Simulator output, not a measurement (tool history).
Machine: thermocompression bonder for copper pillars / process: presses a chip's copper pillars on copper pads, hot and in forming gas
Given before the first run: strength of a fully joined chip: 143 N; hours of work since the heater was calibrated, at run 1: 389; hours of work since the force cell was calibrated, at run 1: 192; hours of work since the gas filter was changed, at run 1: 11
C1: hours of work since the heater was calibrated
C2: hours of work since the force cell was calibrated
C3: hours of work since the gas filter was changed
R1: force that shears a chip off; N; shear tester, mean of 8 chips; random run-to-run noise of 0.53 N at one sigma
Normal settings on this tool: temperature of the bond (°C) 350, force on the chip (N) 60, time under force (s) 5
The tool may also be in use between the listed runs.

run 1 hour=0.0 | temperature_of_the_bond_(°C)=350 force_on_the_chip_(N)=60 time_under_force_(s)=5 | C1=389 C2=192 C3=11 | R1=82.6
run 2 hour=23.7 | temperature_of_the_bond_(°C)=350 force_on_the_chip_(N)=60 time_under_force_(s)=5 | C1=406 C2=209 C3=28 | R1=82.5
run 3 hour=50.6 | temperature_of_the_bond_(°C)=350 force_on_the_chip_(N)=60 time_under_force_(s)=5 | C1=425 C2=228 C3=47 | R1=82.1
run 4 hour=73.6 | temperature_of_the_bond_(°C)=350 force_on_the_chip_(N)=60 time_under_force_(s)=5 | C1=441 C2=245 C3=64 | R1=82.5
run 5 hour=94.8 | temperature_of_the_bond_(°C)=350 force_on_the_chip_(N)=60 time_under_force_(s)=5 | C1=457 C2=260 C3=79 | R1=81.4
run 6 hour=117.2 | temperature_of_the_bond_(°C)=368 force_on_the_chip_(N)=60 time_under_force_(s)=5 | C1=473 C2=276 C3=95 | R1=95.8
run 7 hour=147.0 | temperature_of_the_bond_(°C)=368 force_on_the_chip_(N)=60 time_under_force_(s)=5 | C1=494 C2=297 C3=116 | R1=93.8
run 8 hour=160.5 | temperature_of_the_bond_(°C)=368 force_on_the_chip_(N)=60 time_under_force_(s)=5 | C1=503 C2=307 C3=126 | R1=93.4
run 9 hour=177.9 | temperature_of_the_bond_(°C)=368 force_on_the_chip_(N)=60 time_under_force_(s)=5 | C1=516 C2=319 C3=138 | R1=93.3
run 10 hour=197.2 | temperature_of_the_bond_(°C)=368 force_on_the_chip_(N)=60 time_under_force_(s)=5 | C1=530 C2=333 C3=152 | R1=93.5
run 11 hour=220.1 | temperature_of_the_bond_(°C)=368 force_on_the_chip_(N)=60 time_under_force_(s)=5 | C1=546 C2=349 C3=168 | R1=93.8
run 12 hour=241.6 | temperature_of_the_bond_(°C)=368 force_on_the_chip_(N)=60 time_under_force_(s)=5 | C1=561 C2=364 C3=184 | R1=93.2
run 13 hour=268.6 | temperature_of_the_bond_(°C)=379 force_on_the_chip_(N)=60 time_under_force_(s)=5 | C1=581 C2=384 C3=203 | R1=99.9
run 14 hour=298.7 | temperature_of_the_bond_(°C)=362 force_on_the_chip_(N)=72 time_under_force_(s)=10 | C1=602 C2=405 C3=224 | R1=114.7
-- hour=312.4 forming gas filter changed
run 15 hour=329.2 | temperature_of_the_bond_(°C)=350 force_on_the_chip_(N)=51 time_under_force_(s)=5 | C1=624 C2=427 C3=12 | R1=74.8
run 16 hour=355.2 | temperature_of_the_bond_(°C)=379 force_on_the_chip_(N)=49 time_under_force_(s)=10 | C1=642 C2=445 C3=31 | R1=111.3
run 17 hour=370.6 | temperature_of_the_bond_(°C)=379 force_on_the_chip_(N)=49 time_under_force_(s)=10 | C1=653 C2=456 C3=42 | R1=110.8
run 18 hour=390.5 | temperature_of_the_bond_(°C)=379 force_on_the_chip_(N)=49 time_under_force_(s)=10 | C1=667 C2=470 C3=56 | R1=110.1
run 19 hour=414.9 | temperature_of_the_bond_(°C)=372 force_on_the_chip_(N)=54 time_under_force_(s)=5 | C1=685 C2=488 C3=73 | R1=94.2
run 20 hour=431.2 | temperature_of_the_bond_(°C)=369 force_on_the_chip_(N)=70 time_under_force_(s)=4 | C1=696 C2=499 C3=85 | R1=101.6
run 21 hour=447.2 | temperature_of_the_bond_(°C)=362 force_on_the_chip_(N)=69 time_under_force_(s)=7 | C1=708 C2=511 C3=96 | R1=109.7
run 22 hour=477.8 | temperature_of_the_bond_(°C)=362 force_on_the_chip_(N)=69 time_under_force_(s)=7 | C1=730 C2=533 C3=118 | R1=109.8
run 23 hour=506.1 | temperature_of_the_bond_(°C)=362 force_on_the_chip_(N)=80 time_under_force_(s)=4 | C1=750 C2=553 C3=138 | R1=104.4
run 24 hour=522.5 | temperature_of_the_bond_(°C)=336 force_on_the_chip_(N)=64 time_under_force_(s)=14 | C1=762 C2=565 C3=150 | R1=102.4
run 25 hour=543.7 | temperature_of_the_bond_(°C)=336 force_on_the_chip_(N)=64 time_under_force_(s)=14 | C1=777 C2=580 C3=165 | R1=102.5

Here are 5 independent what-if runs from the current tool condition. What would each one return?
run A hour=572.2 | temperature_of_the_bond_(°C)=352 force_on_the_chip_(N)=60 time_under_force_(s)=5 | C1=797 C2=600 C3=185 | R1=?
run B hour=572.2 | temperature_of_the_bond_(°C)=350 force_on_the_chip_(N)=60 time_under_force_(s)=15 | C1=797 C2=600 C3=185 | R1=?
run C hour=572.2 | temperature_of_the_bond_(°C)=350 force_on_the_chip_(N)=82 time_under_force_(s)=5 | C1=797 C2=600 C3=185 | R1=?
run D hour=572.2 | temperature_of_the_bond_(°C)=336 force_on_the_chip_(N)=64 time_under_force_(s)=5 | C1=797 C2=600 C3=185 | R1=?
run E hour=572.2 | temperature_of_the_bond_(°C)=359 force_on_the_chip_(N)=64 time_under_force_(s)=14 | C1=797 C2=600 C3=185 | R1=?

run=A R1=84.8
run=B R1=111.5
run=C R1=101.8
run=D R1=76.2
run=E R1=116.4
Had the tool no hidden state, the same runs would have come out as:
run=A R1=80.2
run=B R1=108.8
run=C R1=98.2
run=D R1=71.2
run=E R1=115.2

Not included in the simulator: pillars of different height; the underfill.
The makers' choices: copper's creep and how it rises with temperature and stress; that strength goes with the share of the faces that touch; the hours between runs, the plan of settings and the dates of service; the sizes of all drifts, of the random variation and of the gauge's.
